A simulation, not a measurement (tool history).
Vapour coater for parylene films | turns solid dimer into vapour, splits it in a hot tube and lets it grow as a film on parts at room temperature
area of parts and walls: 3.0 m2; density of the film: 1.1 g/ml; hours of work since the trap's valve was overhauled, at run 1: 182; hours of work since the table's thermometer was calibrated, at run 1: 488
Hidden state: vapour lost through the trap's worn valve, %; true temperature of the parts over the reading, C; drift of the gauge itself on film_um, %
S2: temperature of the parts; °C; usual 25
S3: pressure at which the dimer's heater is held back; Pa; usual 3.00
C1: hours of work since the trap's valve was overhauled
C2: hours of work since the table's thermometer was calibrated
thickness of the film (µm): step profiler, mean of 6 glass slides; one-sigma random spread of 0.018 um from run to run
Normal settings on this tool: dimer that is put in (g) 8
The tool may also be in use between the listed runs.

{"run": 1, "hour": 0.0, "dimer that is put in (g)": 8, "S2": 25, "S3": 3.0, "C1": 182, "C2": 488, "thickness of the film (µm)": 2.09}
{"run": 2, "hour": 32.3, "dimer that is put in (g)": 8, "S2": 25, "S3": 3.0, "C1": 204, "C2": 510, "thickness of the film (µm)": 2.08}
{"run": 3, "hour": 63.5, "dimer that is put in (g)": 8, "S2": 25, "S3": 2.78, "C1": 226, "C2": 531, "thickness of the film (µm)": 2.12}
{"run": 4, "hour": 91.3, "dimer that is put in (g)": 8, "S2": 25, "S3": 2.78, "C1": 245, "C2": 550, "thickness of the film (µm)": 2.13}
{"run": 5, "hour": 112.4, "dimer that is put in (g)": 8, "S2": 25, "S3": 3.0, "C1": 259, "C2": 564, "thickness of the film (µm)": 2.09}
{"run": 6, "hour": 151.2, "dimer that is put in (g)": 8, "S2": 25, "S3": 3.0, "C1": 286, "C2": 591, "thickness of the film (µm)": 2.08}
{"run": 7, "hour": 178.9, "dimer that is put in (g)": 8, "S2": 25, "S3": 3.0, "C1": 305, "C2": 610, "thickness of the film (µm)": 2.08}
{"run": 8, "hour": 215.1, "dimer that is put in (g)": 8, "S2": 25, "S3": 3.0, "C1": 329, "C2": 635, "thickness of the film (µm)": 2.08}
{"run": 9, "hour": 240.9, "dimer that is put in (g)": 8, "S2": 18, "S3": 3.0, "C1": 347, "C2": 652, "thickness of the film (µm)": 2.38}
{"run": 10, "hour": 262.3, "dimer that is put in (g)": 8, "S2": 18, "S3": 3.0, "C1": 362, "C2": 667, "thickness of the film (µm)": 2.38}
{"run": 11, "hour": 304.1, "dimer that is put in (g)": 8, "S2": 18, "S3": 3.0, "C1": 390, "C2": 695, "thickness of the film (µm)": 2.38}
{"hour": 311.7, "done": "trap's valve overhauled"}
{"run": 12, "hour": 345.2, "dimer that is put in (g)": 8, "S2": 18, "S3": 3.0, "C1": 23, "C2": 721, "thickness of the film (µm)": 2.36}
{"run": 13, "hour": 370.8, "dimer that is put in (g)": 8, "S2": 25, "S3": 3.0, "C1": 40, "C2": 738, "thickness of the film (µm)": 2.07}
{"run": 14, "hour": 392.0, "dimer that is put in (g)": 8, "S2": 25, "S3": 3.0, "C1": 55, "C2": 753, "thickness of the film (µm)": 2.09}
{"run": 15, "hour": 427.1, "dimer that is put in (g)": 8, "S2": 25, "S3": 3.0, "C1": 79, "C2": 777, "thickness of the film (µm)": 2.05}
{"run": 16, "hour": 469.0, "dimer that is put in (g)": 8, "S2": 35, "S3": 10.27, "C1": 108, "C2": 806, "thickness of the film (µm)": 1.22}
{"run": 17, "hour": 497.5, "dimer that is put in (g)": 4, "S2": 27, "S3": 10.27, "C1": 127, "C2": 825, "thickness of the film (µm)": 0.76}
{"run": 18, "hour": 533.9, "dimer that is put in (g)": 4, "S2": 27, "S3": 10.27, "C1": 152, "C2": 850, "thickness of the film (µm)": 0.76}
{"run": 19, "hour": 574.3, "dimer that is put in (g)": 6, "S2": 26, "S3": 3.01, "C1": 180, "C2": 878, "thickness of the film (µm)": 1.51}
{"run": 20, "hour": 594.8, "dimer that is put in (g)": 8, "S2": 33, "S3": 8.74, "C1": 194, "C2": 891, "thickness of the film (µm)": 1.29}
{"run": 21, "hour": 630.4, "dimer that is put in (g)": 5, "S2": 18, "S3": 10.71, "C1": 218, "C2": 916, "thickness of the film (µm)": 1.25}
{"run": 22, "hour": 670.3, "dimer that is put in (g)": 5, "S2": 36, "S3": 2.85, "C1": 245, "C2": 943, "thickness of the film (µm)": 0.93}

Expected results for the next run?
{"run": 23, "hour": 704.5, "dimer that is put in (g)": 10, "S2": 17, "S3": 3.0, "C1": 269, "C2": 967, "thickness of the film (µm)": "?"}

Run 23 came out at thickness of the film (µm) 2.94.
Minus the tool's unlogged condition, the same run would have read thickness of the film (µm) 2.94.
